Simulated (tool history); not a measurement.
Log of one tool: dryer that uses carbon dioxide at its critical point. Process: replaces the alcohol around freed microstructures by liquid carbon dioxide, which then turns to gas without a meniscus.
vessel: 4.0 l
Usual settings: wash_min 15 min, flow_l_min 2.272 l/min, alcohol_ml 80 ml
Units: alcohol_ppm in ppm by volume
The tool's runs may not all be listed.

run   hour  wash_min  flow_l_min  alcohol_ml  alcohol_ppm
  1    0.0        15       2.272          80           18
  2   25.1        15       2.272          80           26
  3   57.1        15       2.272          80           19
  4  109.1        15       2.272          80           22
  5  153.4        15       2.272          80           24
  6  185.0        15       1.810          80           68
  7  208.8        15       2.380          80           11
  8  245.5        15       2.380          80           27
  9  285.4        15       2.272          80           12
 10  330.6        15       2.272          80           30
 11  374.5        15       2.272          80           32
 12  407.0        16       2.272          39           25
 13  451.8        16       2.272          39           25
 14  480.6        16       2.272          39           23
 15  518.8        15       2.272          55           26
     566.3  -- inlet filter changed
 16  572.6        21       2.240         118           22
 17  600.4        21       2.930         118           20
 18  647.2        12       3.170         100           25
 19  691.8         9       2.660          41           70

Forecast run 20:
 20  729.2        12       2.540          81            ?

Run 20 gave alcohol_ppm 47 ppm by volume.
Without the tool's hidden state the same run would have given alcohol_ppm 27 ppm by volume.
